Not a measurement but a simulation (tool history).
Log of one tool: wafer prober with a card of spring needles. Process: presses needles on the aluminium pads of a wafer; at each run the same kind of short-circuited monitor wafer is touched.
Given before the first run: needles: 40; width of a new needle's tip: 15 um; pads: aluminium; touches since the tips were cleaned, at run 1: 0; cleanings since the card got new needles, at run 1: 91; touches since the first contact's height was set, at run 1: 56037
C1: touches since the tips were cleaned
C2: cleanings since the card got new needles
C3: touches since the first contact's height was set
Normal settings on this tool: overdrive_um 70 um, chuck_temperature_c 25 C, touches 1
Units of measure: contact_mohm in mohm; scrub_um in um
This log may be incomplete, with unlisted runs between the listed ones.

run 1 hour=0.0 | overdrive_um=70 chuck_temperature_c=25 touches=1 | C1=0 C2=91 C3=56037 | contact_mohm=147 scrub_um=17.58
-- hour=9.9 tips cleaned on abrasive film
-- hour=22.3 tips cleaned on abrasive film
-- hour=32.9 tips cleaned on abrasive film
run 2 hour=32.9 | overdrive_um=70 chuck_temperature_c=25 touches=2 | C1=0 C2=94 C3=78125 | contact_mohm=137 scrub_um=17.54
-- hour=42.9 tips cleaned on abrasive film
-- hour=55.3 tips cleaned on abrasive film
run 3 hour=61.4 | overdrive_um=55 chuck_temperature_c=25 touches=2 | C1=4157 C2=96 C3=97279 | contact_mohm=245 scrub_um=13.64
-- hour=66.4 tips cleaned on abrasive film
-- hour=78.8 tips cleaned on abrasive film
-- hour=91.2 tips cleaned on abrasive film
-- hour=101.3 tips cleaned on abrasive film
run 4 hour=101.3 | overdrive_um=60 chuck_temperature_c=25 touches=1 | C1=0 C2=100 C3=124044 | contact_mohm=150 scrub_um=14.72
-- hour=113.7 tips cleaned on abrasive film
-- hour=123.6 tips cleaned on abrasive film
-- hour=136.0 tips cleaned on abrasive film
-- hour=146.0 tips cleaned on abrasive film
-- hour=158.4 tips cleaned on abrasive film
run 5 hour=164.0 | overdrive_um=70 chuck_temperature_c=25 touches=3 | C1=3775 C2=105 C3=166130 | contact_mohm=182 scrub_um=17.17
-- hour=169.0 tips cleaned on abrasive film
-- hour=169.3 height of the first contact set anew
-- hour=181.7 tips cleaned on abrasive film
-- hour=194.1 tips cleaned on abrasive film
-- hour=206.5 tips cleaned on abrasive film
run 6 hour=211.6 | overdrive_um=70 chuck_temperature_c=25 touches=3 | C1=3494 C2=109 C3=28487 | contact_mohm=178 scrub_um=17.78
-- hour=216.7 tips cleaned on abrasive film
-- hour=229.1 tips cleaned on abrasive film
-- hour=239.0 tips cleaned on abrasive film
-- hour=251.4 tips cleaned on abrasive film
-- hour=263.8 tips cleaned on abrasive film
run 7 hour=270.2 | overdrive_um=70 chuck_temperature_c=25 touches=3 | C1=4306 C2=114 C3=67783 | contact_mohm=177 scrub_um=17.63
-- hour=275.2 tips cleaned on abrasive film
-- hour=287.6 tips cleaned on abrasive film
-- hour=300.0 tips cleaned on abrasive film
-- hour=312.4 tips cleaned on abrasive film
-- hour=324.8 tips cleaned on abrasive film
run 8 hour=330.1 | overdrive_um=70 chuck_temperature_c=25 touches=1 | C1=3624 C2=119 C3=108065 | contact_mohm=247 scrub_um=17.47
-- hour=335.2 tips cleaned on abrasive film
-- hour=345.1 tips cleaned on abrasive film
-- hour=357.5 tips cleaned on abrasive film
run 9 hour=362.3 | overdrive_um=70 chuck_temperature_c=25 touches=1 | C1=3264 C2=122 C3=129661 | contact_mohm=262 scrub_um=17.39
-- hour=369.8 tips cleaned on abrasive film
-- hour=382.2 tips cleaned on abrasive film
-- hour=394.6 tips cleaned on abrasive film
-- hour=404.6 tips cleaned on abrasive film
run 10 hour=406.3 | overdrive_um=70 chuck_temperature_c=25 touches=1 | C1=1199 C2=126 C3=159188 | contact_mohm=213 scrub_um=17.19
-- hour=416.3 tips cleaned on abrasive film
-- hour=421.5 height of the first contact set anew
-- hour=429.0 tips cleaned on abrasive film
-- hour=441.4 tips cleaned on abrasive film
-- hour=453.8 tips cleaned on abrasive film
-- hour=466.2 tips cleaned on abrasive film
run 11 hour=469.7 | overdrive_um=70 chuck_temperature_c=25 touches=1 | C1=2391 C2=131 C3=32384 | contact_mohm=239 scrub_um=17.71
-- hour=477.2 tips cleaned on abrasive film
-- hour=489.6 tips cleaned on abrasive film
-- hour=502.0 tips cleaned on abrasive film
-- hour=514.4 tips cleaned on abrasive film
run 12 hour=518.9 | overdrive_um=70 chuck_temperature_c=102 touches=1 | C1=3026 C2=135 C3=65403 | contact_mohm=257 scrub_um=17.55
-- hour=526.4 tips cleaned on abrasive film
-- hour=538.8 tips cleaned on abrasive film
-- hour=551.2 tips cleaned on abrasive film
-- hour=563.6 tips cleaned on abrasive film
run 13 hour=566.0 | overdrive_um=70 chuck_temperature_c=25 touches=1 | C1=1652 C2=139 C3=97048 | contact_mohm=226 scrub_um=17.43
-- hour=575.9 tips cleaned on abrasive film
-- hour=588.3 tips cleaned on abrasive film
-- hour=600.7 tips cleaned on abrasive film
-- hour=613.1 tips cleaned on abrasive film
run 14 hour=621.2 | overdrive_um=79 chuck_temperature_c=102 touches=2 | C1=5474 C2=143 C3=134181 | contact_mohm=207 scrub_um=19.63
-- hour=623.8 tips cleaned on abrasive film
-- hour=633.7 tips cleaned on abrasive film
-- hour=646.1 tips cleaned on abrasive film
-- hour=658.5 tips cleaned on abrasive film
-- hour=669.1 tips cleaned on abrasive film
run 15 hour=669.1 | overdrive_um=61 chuck_temperature_c=31 touches=1 | C1=0 C2=148 C3=166244 | contact_mohm=150 scrub_um=14.87
-- hour=671.8 height of the first contact set anew
-- hour=679.3 tips cleaned on abrasive film
-- hour=691.7 tips cleaned on abrasive film
run 16 hour=696.3 | overdrive_um=63 chuck_temperature_c=47 touches=1 | C1=3134 C2=150 C3=16464 | contact_mohm=284 scrub_um=16.03
-- hour=703.8 tips cleaned on abrasive film
-- hour=713.8 tips cleaned on abrasive film
-- hour=726.2 tips cleaned on abrasive film
run 17 hour=726.6 | overdrive_um=70 chuck_temperature_c=39 touches=2 | C1=282 C2=153 C3=36740 | contact_mohm=154 scrub_um=17.65
-- hour=736.5 tips cleaned on abrasive film
-- hour=746.5 tips cleaned on abrasive film
-- hour=758.9 tips cleaned on abrasive film
-- hour=771.3 tips cleaned on abrasive film
run 18 hour=773.0 | overdrive_um=70 chuck_temperature_c=39 touches=2 | C1=1142 C2=157 C3=67870 | contact_mohm=189 scrub_um=17.55
-- hour=782.9 tips cleaned on abrasive film
-- hour=795.3 tips cleaned on abrasive film
-- hour=807.7 tips cleaned on abrasive film
-- hour=820.1 tips cleaned on abrasive film
-- hour=830.0 tips cleaned on abrasive film
-- hour=840.2 tips cleaned on abrasive film
run 19 hour=840.2 | overdrive_um=71 chuck_temperature_c=25 touches=1 | C1=0 C2=163 C3=112997 | contact_mohm=152 scrub_um=17.63
-- hour=850.1 tips cleaned on abrasive film
-- hour=862.5 tips cleaned on abrasive film
-- hour=872.5 tips cleaned on abrasive film
-- hour=884.3 tips cleaned on abrasive film
run 20 hour=884.3 | overdrive_um=71 chuck_temperature_c=25 touches=1 | C1=0 C2=167 C3=142581 | contact_mohm=150 scrub_um=17.47
-- hour=896.7 tips cleaned on abrasive film
-- hour=909.1 tips cleaned on abrasive film
-- hour=919.0 tips cleaned on abrasive film
-- hour=924.2 height of the first contact set anew
-- hour=931.7 tips cleaned on abrasive film
run 21 hour=940.7 | overdrive_um=67 chuck_temperature_c=55 touches=1 | C1=6079 C2=171 C3=11078 | contact_mohm=296 scrub_um=17.05
-- hour=943.3 tips cleaned on abrasive film
-- hour=955.7 tips cleaned on abrasive film
-- hour=968.1 tips cleaned on abrasive film
-- hour=980.5 tips cleaned on abrasive film
run 22 hour=986.6 | overdrive_um=67 chuck_temperature_c=55 touches=1 | C1=4156 C2=175 C3=41895 | contact_mohm=289 scrub_um=16.91
-- hour=991.6 tips cleaned on abrasive film
-- hour=1004.0 tips cleaned on abrasive film
-- hour=1016.4 tips cleaned on abrasive film
-- hour=1028.8 tips cleaned on abrasive film
-- hour=1040.8 tips cleaned on abrasive film
run 23 hour=1040.8 | overdrive_um=90 chuck_temperature_c=61 touches=2 | C1=0 C2=180 C3=78283 | contact_mohm=141 scrub_um=22.61
-- hour=1053.2 tips cleaned on abrasive film
-- hour=1065.6 tips cleaned on abrasive film
-- hour=1078.0 tips cleaned on abrasive film
-- hour=1088.0 tips cleaned on abrasive film
-- hour=1100.4 tips cleaned on abrasive film
run 24 hour=1100.7 | overdrive_um=57 chuck_temperature_c=55 touches=3 | C1=215 C2=185 C3=118488 | contact_mohm=157 scrub_um=14.09
-- hour=1110.6 tips cleaned on abrasive film
-- hour=1120.6 tips cleaned on abrasive film
-- hour=1133.0 tips cleaned on abrasive film
-- hour=1145.4 tips cleaned on abrasive film
-- hour=1155.3 tips cleaned on abrasive film
run 25 hour=1160.7 | overdrive_um=70 chuck_temperature_c=47 touches=1 | C1=3641 C2=190 C3=158785 | contact_mohm=287 scrub_um=17.30
-- hour=1165.7 tips cleaned on abrasive film
-- hour=1175.9 height of the first contact set anew
-- hour=1178.4 tips cleaned on abrasive film
-- hour=1188.4 tips cleaned on abrasive film
-- hour=1200.8 tips cleaned on abrasive film
-- hour=1213.2 tips cleaned on abrasive film
run 26 hour=1221.8 | overdrive_um=52 chuck_temperature_c=69 touches=1 | C1=5830 C2=195 C3=30824 | contact_mohm=427 scrub_um=13.11

3 ways to go on from here, each from the tool as it stands after run 26. What would each give?
-- hour=1224.3 tips cleaned on abrasive film
-- hour=1236.7 tips cleaned on abrasive film
-- hour=1249.1 tips cleaned on abrasive film
-- hour=1261.5 tips cleaned on abrasive film
-- hour=1273.9 tips cleaned on abrasive film
run A hour=1276.7 | overdrive_um=55 chuck_temperature_c=27 touches=1 | C1=1841 C2=200 C3=67655 | contact_mohm=? scrub_um=?
-- hour=1224.3 tips cleaned on abrasive film
-- hour=1236.7 tips cleaned on abrasive film
-- hour=1249.1 tips cleaned on abrasive film
-- hour=1261.5 tips cleaned on abrasive film
-- hour=1273.9 tips cleaned on abrasive film
run B hour=1276.7 | overdrive_um=78 chuck_temperature_c=54 touches=1 | C1=1841 C2=200 C3=67655 | contact_mohm=? scrub_um=?
-- hour=1224.3 tips cleaned on abrasive film
-- hour=1236.7 tips cleaned on abrasive film
-- hour=1249.1 tips cleaned on abrasive film
-- hour=1261.5 tips cleaned on abrasive film
-- hour=1273.9 tips cleaned on abrasive film
run C hour=1276.7 | overdrive_um=60 chuck_temperature_c=53 touches=2 | C1=1841 C2=200 C3=67655 | contact_mohm=? scrub_um=?

run=A contact_mohm=308 scrub_um=13.67
run=B contact_mohm=219 scrub_um=19.60
run=C contact_mohm=226 scrub_um=15.03
Take away the tool's hidden state, keep each run's random variation, and the runs would have read:
run=A contact_mohm=135 scrub_um=13.94
run=B contact_mohm=131 scrub_um=19.87
run=C contact_mohm=137 scrub_um=15.30
